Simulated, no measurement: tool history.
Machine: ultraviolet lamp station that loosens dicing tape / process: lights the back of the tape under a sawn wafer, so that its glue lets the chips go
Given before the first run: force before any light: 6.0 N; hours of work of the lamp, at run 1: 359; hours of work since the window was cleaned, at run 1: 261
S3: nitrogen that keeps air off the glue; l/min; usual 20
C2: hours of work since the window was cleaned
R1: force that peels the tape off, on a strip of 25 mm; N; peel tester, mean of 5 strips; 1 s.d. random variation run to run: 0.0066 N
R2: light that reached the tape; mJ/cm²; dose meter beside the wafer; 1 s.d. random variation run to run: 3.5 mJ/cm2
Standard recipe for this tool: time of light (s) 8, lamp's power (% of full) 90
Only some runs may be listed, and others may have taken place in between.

{"run": 1, "hour": 0.0, "time of light (s)": 8, "lamp's power (% of full)": 90, "S3": 20, "hours of work of the lamp": 359, "C2": 261, "R1": 0.405, "R2": 436}
{"run": 2, "hour": 24.6, "time of light (s)": 8, "lamp's power (% of full)": 90, "S3": 20, "hours of work of the lamp": 369, "C2": 271, "R1": 0.403, "R2": 433}
{"run": 3, "hour": 47.5, "time of light (s)": 8, "lamp's power (% of full)": 90, "S3": 20, "hours of work of the lamp": 378, "C2": 281, "R1": 0.435, "R2": 425}
{"run": 4, "hour": 77.7, "time of light (s)": 8, "lamp's power (% of full)": 90, "S3": 10, "hours of work of the lamp": 391, "C2": 293, "R1": 0.705, "R2": 421}
{"run": 5, "hour": 97.5, "time of light (s)": 8, "lamp's power (% of full)": 90, "S3": 10, "hours of work of the lamp": 399, "C2": 301, "R1": 0.728, "R2": 408}
{"run": 6, "hour": 131.0, "time of light (s)": 8, "lamp's power (% of full)": 90, "S3": 26, "hours of work of the lamp": 413, "C2": 315, "R1": 0.372, "R2": 406}
{"run": 7, "hour": 160.7, "time of light (s)": 14, "lamp's power (% of full)": 90, "S3": 20, "hours of work of the lamp": 426, "C2": 328, "R1": 0.137, "R2": 707}
{"hour": 173.4, "done": "window cleaned of glue's vapour"}
{"run": 8, "hour": 193.5, "time of light (s)": 14, "lamp's power (% of full)": 90, "S3": 20, "hours of work of the lamp": 439, "C2": 8, "R1": 0.173, "R2": 643}
{"run": 9, "hour": 225.6, "time of light (s)": 14, "lamp's power (% of full)": 90, "S3": 20, "hours of work of the lamp": 452, "C2": 22, "R1": 0.181, "R2": 637}
{"hour": 259.2, "done": "window cleaned of glue's vapour, once more"}
{"run": 10, "hour": 263.0, "time of light (s)": 14, "lamp's power (% of full)": 90, "S3": 20, "hours of work of the lamp": 468, "C2": 2, "R1": 0.126, "R2": 850}
{"run": 11, "hour": 301.2, "time of light (s)": 8, "lamp's power (% of full)": 90, "S3": 20, "hours of work of the lamp": 484, "C2": 17, "R1": 0.313, "R2": 486}
{"run": 12, "hour": 331.5, "time of light (s)": 8, "lamp's power (% of full)": 90, "S3": 20, "hours of work of the lamp": 496, "C2": 30, "R1": 0.326, "R2": 471}
{"run": 13, "hour": 371.2, "time of light (s)": 8, "lamp's power (% of full)": 90, "S3": 20, "hours of work of the lamp": 513, "C2": 47, "R1": 0.33, "R2": 459}
{"run": 14, "hour": 406.7, "time of light (s)": 8, "lamp's power (% of full)": 90, "S3": 20, "hours of work of the lamp": 527, "C2": 61, "R1": 0.354, "R2": 462}
{"run": 15, "hour": 437.6, "time of light (s)": 8, "lamp's power (% of full)": 90, "S3": 20, "hours of work of the lamp": 540, "C2": 74, "R1": 0.374, "R2": 458}
{"run": 16, "hour": 474.9, "time of light (s)": 8, "lamp's power (% of full)": 90, "S3": 20, "hours of work of the lamp": 556, "C2": 90, "R1": 0.358, "R2": 448}
{"run": 17, "hour": 511.1, "time of light (s)": 8, "lamp's power (% of full)": 90, "S3": 20, "hours of work of the lamp": 571, "C2": 105, "R1": 0.386, "R2": 443}
{"run": 18, "hour": 545.5, "time of light (s)": 8, "lamp's power (% of full)": 90, "S3": 20, "hours of work of the lamp": 585, "C2": 119, "R1": 0.393, "R2": 441}
{"run": 19, "hour": 580.1, "time of light (s)": 8, "lamp's power (% of full)": 90, "S3": 20, "hours of work of the lamp": 600, "C2": 133, "R1": 0.404, "R2": 427}
{"run": 20, "hour": 609.7, "time of light (s)": 14, "lamp's power (% of full)": 90, "S3": 20, "hours of work of the lamp": 612, "C2": 146, "R1": 0.131, "R2": 747}
{"run": 21, "hour": 629.3, "time of light (s)": 14, "lamp's power (% of full)": 90, "S3": 20, "hours of work of the lamp": 620, "C2": 154, "R1": 0.14, "R2": 739}
{"run": 22, "hour": 663.1, "time of light (s)": 14, "lamp's power (% of full)": 90, "S3": 20, "hours of work of the lamp": 634, "C2": 168, "R1": 0.131, "R2": 719}
{"run": 23, "hour": 680.5, "time of light (s)": 14, "lamp's power (% of full)": 90, "S3": 20, "hours of work of the lamp": 641, "C2": 175, "R1": 0.134, "R2": 722}
{"run": 24, "hour": 719.5, "time of light (s)": 5, "lamp's power (% of full)": 61, "S3": 13, "hours of work of the lamp": 658, "C2": 191, "R1": 2.282, "R2": 169}
{"run": 25, "hour": 738.5, "time of light (s)": 5, "lamp's power (% of full)": 61, "S3": 20, "hours of work of the lamp": 665, "C2": 199, "R1": 1.932, "R2": 173}
{"run": 26, "hour": 761.2, "time of light (s)": 6, "lamp's power (% of full)": 82, "S3": 17, "hours of work of the lamp": 675, "C2": 209, "R1": 1.129, "R2": 272}
{"run": 27, "hour": 785.8, "time of light (s)": 12, "lamp's power (% of full)": 84, "S3": 7, "hours of work of the lamp": 685, "C2": 219, "R1": 0.537, "R2": 551}
{"run": 28, "hour": 814.3, "time of light (s)": 12, "lamp's power (% of full)": 90, "S3": 7, "hours of work of the lamp": 697, "C2": 231, "R1": 0.468, "R2": 586}
{"run": 29, "hour": 843.8, "time of light (s)": 5, "lamp's power (% of full)": 72, "S3": 19, "hours of work of the lamp": 709, "C2": 243, "R1": 1.712, "R2": 195}
{"run": 30, "hour": 865.0, "time of light (s)": 6, "lamp's power (% of full)": 91, "S3": 7, "hours of work of the lamp": 718, "C2": 252, "R1": 1.618, "R2": 287}
{"run": 31, "hour": 902.0, "time of light (s)": 12, "lamp's power (% of full)": 60, "S3": 26, "hours of work of the lamp": 734, "C2": 267, "R1": 0.468, "R2": 370}
{"run": 32, "hour": 926.2, "time of light (s)": 11, "lamp's power (% of full)": 74, "S3": 16, "hours of work of the lamp": 744, "C2": 277, "R1": 0.502, "R2": 424}
{"run": 33, "hour": 944.5, "time of light (s)": 11, "lamp's power (% of full)": 74, "S3": 16, "hours of work of the lamp": 751, "C2": 285, "R1": 0.508, "R2": 414}
{"run": 34, "hour": 962.6, "time of light (s)": 15, "lamp's power (% of full)": 84, "S3": 31, "hours of work of the lamp": 759, "C2": 293, "R1": 0.136, "R2": 639}
{"run": 35, "hour": 991.8, "time of light (s)": 15, "lamp's power (% of full)": 84, "S3": 31, "hours of work of the lamp": 771, "C2": 305, "R1": 0.144, "R2": 630}
{"run": 36, "hour": 1028.3, "time of light (s)": 12, "lamp's power (% of full)": 93, "S3": 35, "hours of work of the lamp": 786, "C2": 320, "R1": 0.162, "R2": 554}
{"run": 37, "hour": 1053.1, "time of light (s)": 9, "lamp's power (% of full)": 80, "S3": 13, "hours of work of the lamp": 796, "C2": 330, "R1": 0.812, "R2": 351}
{"hour": 1059.2, "done": "window cleaned of glue's vapour"}
{"run": 38, "hour": 1086.1, "time of light (s)": 5, "lamp's power (% of full)": 97, "S3": 9, "hours of work of the lamp": 810, "C2": 11, "R1": 1.5, "R2": 283}
{"run": 39, "hour": 1111.8, "time of light (s)": 5, "lamp's power (% of full)": 60, "S3": 12, "hours of work of the lamp": 821, "C2": 22, "R1": 2.27, "R2": 177}
{"run": 40, "hour": 1132.6, "time of light (s)": 5, "lamp's power (% of full)": 71, "S3": 13, "hours of work of the lamp": 829, "C2": 31, "R1": 1.832, "R2": 199}
{"run": 41, "hour": 1158.3, "time of light (s)": 13, "lamp's power (% of full)": 90, "S3": 8, "hours of work of the lamp": 840, "C2": 41, "R1": 0.328, "R2": 667}
{"run": 42, "hour": 1177.1, "time of light (s)": 13, "lamp's power (% of full)": 90, "S3": 8, "hours of work of the lamp": 848, "C2": 49, "R1": 0.316, "R2": 657}
{"run": 43, "hour": 1200.6, "time of light (s)": 13, "lamp's power (% of full)": 90, "S3": 7, "hours of work of the lamp": 857, "C2": 59, "R1": 0.385, "R2": 649}

Selected run-to-run steps in R1, each split into two signed amounts: the part the tool would show with no hidden state at all (from settings, incoming material and random variation), and the remainder, which goes to the hidden state together with any gauge scatter not common to the measured and the hidden-state-free results:
What the log doesn't record here: lamp's light, % of a new lamp's; light that the window lets through, % of a clean one's; drift of the gauge itself on peel_n, %; drift of the gauge itself on dose_mj_cm2, %.
Run 23 -> 24: time of light (s) 14 -> 5, lamp's power (% of full) 90 -> 61, S3 20 -> 13. R1 +2.148 N: hidden state +0.731, all else +1.417.
Run 28 -> 29: time of light (s) 12 -> 5, lamp's power (% of full) 90 -> 72, S3 7 -> 19. R1 +1.244 N: hidden state +0.499, all else +0.745.
Run 40 -> 41: time of light (s) 5 -> 13, lamp's power (% of full) 71 -> 90, S3 13 -> 8. R1 -1.504 N: hidden state -0.498, all else -1.006.
